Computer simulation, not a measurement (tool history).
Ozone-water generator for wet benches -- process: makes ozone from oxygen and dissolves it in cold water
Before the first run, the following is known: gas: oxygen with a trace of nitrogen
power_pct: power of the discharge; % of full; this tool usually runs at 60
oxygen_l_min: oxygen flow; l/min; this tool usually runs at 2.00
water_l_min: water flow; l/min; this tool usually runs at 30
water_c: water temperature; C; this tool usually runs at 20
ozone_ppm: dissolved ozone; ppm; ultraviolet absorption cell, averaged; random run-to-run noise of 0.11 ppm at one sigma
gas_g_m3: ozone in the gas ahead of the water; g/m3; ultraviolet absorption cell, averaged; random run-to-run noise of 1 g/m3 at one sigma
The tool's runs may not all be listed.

run	hour	power_pct	oxygen_l_min	water_l_min	water_c	ozone_ppm	gas_g_m3
1	0.0	60	2.00	30	20	7.5	176.7
2	199.6	60	2.00	29	20	8.1	174.9
3	348.3	60	2.00	29	20	8.0	174.6
4	444.2	60	2.00	29	20	8.0	176.0
5	615.5	60	2.00	29	20	7.8	174.5
6	835.5	60	2.00	30	20	7.7	175.0
7	1048.9	60	2.00	27	20	8.6	175.0
8	1180.3	60	2.00	30	20	7.7	172.4
9	1378.2	44	2.00	30	20	6.0	136.1
10	1478.1	44	2.00	30	20	6.1	136.2
11	1576.0	60	1.00	30	20	6.1	254.4
12	1783.5	47	2.00	30	20	6.3	142.1
13	1975.3	47	2.00	30	20	6.3	141.1
14	2173.1	47	2.00	30	20	6.3	143.6
15	2290.5	47	2.00	30	17	6.3	142.9
16	2454.9	47	2.00	30	17	6.5	141.7
17	2644.7	58	3.27	30	20	8.6	128.1
18	2824.7	58	1.04	30	14	6.0	238.5
# hour 2850.6: contactor cleaned
19	3009.5	60	3.41	20	22	12.5	128.8
20	3127.6	60	3.41	20	22	12.2	129.1
21	3329.7	60	3.41	20	22	12.3	130.4
22	3423.1	60	2.12	30	13	8.2	165.0
23	3548.8	60	2.12	30	13	7.9	166.8
24	3767.1	60	2.30	26	13	9.5	160.6
25	3876.6	60	2.00	23	20	10.4	172.8
26	4061.7	60	2.00	23	20	10.1	174.6
27	4264.7	60	2.00	23	20	9.8	172.0
28	4444.8	43	1.49	31	21	5.1	153.6
29	4640.6	90	2.00	30	20	10.4	239.3
# hour 4702.7: water thermometer calibrated
30	4842.2	60	2.30	45	24	5.2	159.9
31	4969.3	60	1.22	30	20	6.7	225.7
32	5182.6	85	1.38	23	20	12.3	280.1

For each run, the measured value with the value that run would have given without the tool's hidden condition subtracted. The run-to-run variation is shared by both, the gauge scatter possibly not:
Hidden state present: yield of the discharge, % of new electrodes'; contactor's efficiency, % of a clean one's; true water temperature over the reading, C; drift of the gauge itself on ozone_ppm, %; drift of the gauge itself on gas_g_m3, %.
run	gas_g_m3
1	+0.0
2	-0.2
3	-0.3
4	-0.4
5	-0.5
6	-0.7
7	-0.9
8	-0.9
9	-0.9
10	-1.0
11	-1.9
12	-1.1
13	-1.3
14	-1.5
15	-1.5
16	-1.6
17	-1.6
18	-3.2
19	-1.8
20	-1.9
21	-2.1
22	-2.7
23	-2.7
24	-2.9
25	-3.1
26	-3.3
27	-3.5
28	-3.2
29	-5.2
30	-3.6
31	-5.3
32	-6.8
ozone_ppm: within 0.1 ppm of the measured result in every run.
